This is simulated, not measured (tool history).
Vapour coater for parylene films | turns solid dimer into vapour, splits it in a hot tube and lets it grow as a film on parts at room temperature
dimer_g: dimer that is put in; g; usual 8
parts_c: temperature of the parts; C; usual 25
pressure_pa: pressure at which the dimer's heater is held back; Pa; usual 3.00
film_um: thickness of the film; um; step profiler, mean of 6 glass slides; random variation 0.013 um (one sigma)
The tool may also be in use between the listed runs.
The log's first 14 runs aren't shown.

run     day  dimer_g  parts_c  pressure_pa  hours of work since the trap's valve was overhauled  hours of work since the table's thermometer was calibrated  film_um
 15  27.608        8       21         3.00                                                  235                                                         534     2.01
 16  30.129        8       21         3.00                                                  272                                                         571     1.97
 17  31.812        8       25         3.00                                                  297                                                         596     1.74
 18  33.479        8       25         3.00                                                  322                                                         621     1.74
 19  34.692        8       25         3.00                                                  340                                                         639     1.72
 20  36.504        8       25         3.00                                                  366                                                         666     1.71
 21  38.046       10       17         3.00                                                  389                                                         689     2.70
 22  39.646       10       17         3.00                                                  413                                                         712     2.69
 23  41.283        5       19         3.00                                                  437                                                         737     1.27
     42.433  -- trap's valve overhauled
 24  43.150       12       18         6.48                                                   11                                                         762     3.18
 25  44.771       12       18         6.48                                                   35                                                         786     3.15
 26  47.154        8       25         3.36                                                   70                                                         821     1.81
 27  49.096        6       25         3.36                                                   99                                                         850     1.36
 28  51.000        6       25         7.93                                                  127                                                         878     1.22
 29  52.154        8       32         3.00                                                  144                                                         895     1.44
 30  54.021        8       32         3.00                                                  172                                                         923     1.43
 31  55.846        8       32         3.00                                                  199                                                         950     1.41
 32  57.242        8       32         3.00                                                  219                                                         971     1.45
 33  59.554        8       33         3.00                                                  254                                                        1005     1.38
 34  61.808       10       25         3.00                                                  287                                                        1038     2.17
 35  62.904        8       25         3.00                                                  303                                                        1054     1.72

Forecast each of these 5 alternatives for the next run:
  A  65.146        8       26         6.37                                                  336                                                        1088        ?
  B  65.146        8       20         3.00                                                  336                                                        1088        ?
  C  65.146       10       25         6.90                                                  336                                                        1088        ?
  D  65.146        8       31         7.46                                                  336                                                        1088        ?
  E  65.146        3       25         3.00                                                  336                                                        1088        ?

run  film_um
  A     1.54
  B     2.00
  C     1.93
  D     1.28
  E     0.65
Without the tool's hidden state the same runs would have given:
run  film_um
  A     1.68
  B     2.18
  C     2.11
  D     1.40
  E     0.71

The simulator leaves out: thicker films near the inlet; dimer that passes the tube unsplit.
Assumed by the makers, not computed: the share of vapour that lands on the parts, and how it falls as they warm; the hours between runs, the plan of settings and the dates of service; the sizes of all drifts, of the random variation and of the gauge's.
